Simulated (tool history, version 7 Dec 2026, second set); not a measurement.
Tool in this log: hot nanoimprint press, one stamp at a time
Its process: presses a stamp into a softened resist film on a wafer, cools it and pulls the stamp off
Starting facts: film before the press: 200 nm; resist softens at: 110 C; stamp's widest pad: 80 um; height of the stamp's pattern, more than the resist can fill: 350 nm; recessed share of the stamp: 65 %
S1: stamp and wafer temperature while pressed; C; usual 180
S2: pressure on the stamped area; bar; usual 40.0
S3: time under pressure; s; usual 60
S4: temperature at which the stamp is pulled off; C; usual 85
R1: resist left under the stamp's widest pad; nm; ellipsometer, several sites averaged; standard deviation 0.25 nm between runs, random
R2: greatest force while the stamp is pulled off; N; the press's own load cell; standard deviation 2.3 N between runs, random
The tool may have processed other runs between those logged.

run,day,S1,S2,S3,S4,R1,R2
1,0.000,180,40.0,60,85,73.1,143
2,1.450,180,40.0,60,85,72.5,149
3,2.825,181,40.0,60,85,69.6,150
4,5.642,181,40.0,60,85,69.0,159
# day 6.150: stamp cleaned and given a new release coat
5,7.317,181,40.0,60,85,69.5,136
6,8.754,181,40.0,60,85,69.0,135
7,11.529,181,40.0,46,85,77.2,143
8,13.917,181,40.0,46,85,77.1,149
9,16.338,180,40.0,38,85,87.3,152
# day 18.179: stamp cleaned and given a new release coat
10,18.179,180,40.0,38,85,86.9,132
# day 18.571: plate thermocouple calibrated
11,20.533,180,40.0,60,85,71.5,136
12,23.596,180,40.0,60,85,71.2,143
13,26.808,180,40.0,60,85,71.5,145
# day 27.625: plate thermocouple calibrated, once more
14,28.454,180,40.0,60,85,74.6,153
# day 30.479: stamp cleaned and given a new release coat
15,31.921,180,40.0,60,85,74.0,134
16,34.608,180,40.0,80,85,65.6,139
17,36.112,180,40.0,47,85,82.4,145
18,38.046,186,40.0,30,84,78.7,149
19,39.642,174,40.0,45,80,105.7,162
20,41.808,180,40.0,60,78,73.8,175
# day 42.612: stamp cleaned and given a new release coat
21,45.096,180,40.0,60,78,73.4,150
# day 46.367: press's hydraulic seals changed and the load cell set to zero
22,47.475,182,53.2,46,72,64.4,163
23,50.204,174,41.0,46,72,99.2,173
24,51.883,180,40.0,60,90,70.7,144

What will run 25 give?
# day 53.242: plate thermocouple calibrated
# day 55.079: stamp cleaned and given a new release coat
25,55.088,180,40.0,60,90,?,?

Run 25 came out at R1 72.5 nm, R2 127 N.
With no hidden state in the tool, this same run would have given R1 72.7 nm, R2 127 N.
